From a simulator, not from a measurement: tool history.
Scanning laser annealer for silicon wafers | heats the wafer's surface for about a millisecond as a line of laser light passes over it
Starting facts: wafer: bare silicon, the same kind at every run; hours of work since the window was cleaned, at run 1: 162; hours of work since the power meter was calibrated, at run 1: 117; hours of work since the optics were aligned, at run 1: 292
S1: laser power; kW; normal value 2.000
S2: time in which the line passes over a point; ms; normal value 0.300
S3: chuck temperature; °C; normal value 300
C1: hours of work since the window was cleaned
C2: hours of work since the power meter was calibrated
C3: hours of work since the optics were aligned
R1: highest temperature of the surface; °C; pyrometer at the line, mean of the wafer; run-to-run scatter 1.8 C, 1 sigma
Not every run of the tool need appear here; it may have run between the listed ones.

run	hour	S1	S2	S3	C1	C2	C3	R1
1	0.0	2.000	0.300	300	162	117	292	1056
2	8.3	2.000	0.300	300	166	120	295	1058
3	16.3	2.000	0.343	300	169	124	299	1114
4	23.3	2.000	0.343	300	172	127	302	1111
5	32.8	2.000	0.343	300	176	131	306	1114
6	43.7	2.000	0.343	300	181	136	311	1111
7	53.7	2.000	0.343	300	186	140	315	1114
8	61.6	2.000	0.301	300	189	144	319	1054
9	71.0	2.000	0.301	300	193	148	323	1056
10	78.6	2.000	0.301	300	196	151	326	1056
11	84.6	2.000	0.301	300	199	154	329	1059
12	94.6	2.010	0.335	319	203	158	333	1121
13	102.1	2.010	0.335	319	207	161	337	1122
14	109.6	2.010	0.335	319	210	165	340	1122
15	117.1	1.930	0.292	300	213	168	343	1018

What if the next run were any one of these 3? Each begins from the tool's condition after run 15:
A	126.1	1.930	0.292	296	217	172	347	?
B	126.1	2.041	0.271	310	217	172	347	?
C	126.1	1.930	0.269	318	217	172	347	?

run	R1
A	1012
B	1037
C	1006
Had the tool no hidden state, the same runs would have come out as:
run	R1
A	1031
B	1056
C	1024
